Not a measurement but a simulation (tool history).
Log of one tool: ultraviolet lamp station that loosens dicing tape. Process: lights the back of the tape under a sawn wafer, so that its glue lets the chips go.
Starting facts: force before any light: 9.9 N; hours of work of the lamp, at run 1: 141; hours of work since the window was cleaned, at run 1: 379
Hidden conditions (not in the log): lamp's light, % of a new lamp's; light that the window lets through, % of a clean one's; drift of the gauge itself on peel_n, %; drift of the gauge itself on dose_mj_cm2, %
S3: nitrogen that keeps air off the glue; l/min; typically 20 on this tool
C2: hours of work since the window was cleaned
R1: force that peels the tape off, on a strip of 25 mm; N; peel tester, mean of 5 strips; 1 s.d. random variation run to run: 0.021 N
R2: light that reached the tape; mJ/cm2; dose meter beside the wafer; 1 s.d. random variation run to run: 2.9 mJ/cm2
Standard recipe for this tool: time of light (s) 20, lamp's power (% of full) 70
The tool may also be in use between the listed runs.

run 1 day=0 | time_of_light_(s)=20 lamp's_power_(%_of_full)=70 S3=20 | hours_of_work_of_the_lamp=141 C2=379 | R1=1.399 R2=370
run 2 day=0.196 | time_of_light_(s)=20 lamp's_power_(%_of_full)=70 S3=20 | hours_of_work_of_the_lamp=144 C2=381 | R1=1.435 R2=369
run 3 day=0.396 | time_of_light_(s)=20 lamp's_power_(%_of_full)=80 S3=20 | hours_of_work_of_the_lamp=146 C2=384 | R1=1.069 R2=420
run 4 day=0.758 | time_of_light_(s)=20 lamp's_power_(%_of_full)=80 S3=20 | hours_of_work_of_the_lamp=151 C2=388 | R1=1.117 R2=420
-- day=0.808 window cleaned of glue's vapour
run 5 day=1 | time_of_light_(s)=20 lamp's_power_(%_of_full)=70 S3=8 | hours_of_work_of_the_lamp=154 C2=2 | R1=2.563 R2=360
run 6 day=1.212 | time_of_light_(s)=20 lamp's_power_(%_of_full)=60 S3=12 | hours_of_work_of_the_lamp=156 C2=5 | R1=2.498 R2=307
run 7 day=1.529 | time_of_light_(s)=22 lamp's_power_(%_of_full)=93 S3=28 | hours_of_work_of_the_lamp=160 C2=9 | R1=0.514 R2=524
run 8 day=1.875 | time_of_light_(s)=20 lamp's_power_(%_of_full)=68 S3=20 | hours_of_work_of_the_lamp=165 C2=13 | R1=1.53 R2=351
-- day=1.954 window cleaned of glue's vapour, once more
run 9 day=2.25 | time_of_light_(s)=20 lamp's_power_(%_of_full)=93 S3=13 | hours_of_work_of_the_lamp=169 C2=4 | R1=0.961 R2=515
run 10 day=2.508 | time_of_light_(s)=20 lamp's_power_(%_of_full)=93 S3=13 | hours_of_work_of_the_lamp=172 C2=7 | R1=0.996 R2=515

Branching from run 10: 3 alternative next runs. What would each branch give?
run A day=2.7 | time_of_light_(s)=19 lamp's_power_(%_of_full)=64 S3=37 | hours_of_work_of_the_lamp=175 C2=9 | R1=? R2=?
run B day=2.7 | time_of_light_(s)=20 lamp's_power_(%_of_full)=75 S3=13 | hours_of_work_of_the_lamp=175 C2=9 | R1=? R2=?
run C day=2.7 | time_of_light_(s)=20 lamp's_power_(%_of_full)=88 S3=13 | hours_of_work_of_the_lamp=175 C2=9 | R1=? R2=?

run=A R1=1.17 R2=338
run=B R1=1.527 R2=415
run=C R1=1.114 R2=491
Without the tool's hidden state the same runs would have given:
run=A R1=0.928 R2=377
run=B R1=1.24 R2=463
run=C R1=0.88 R2=548
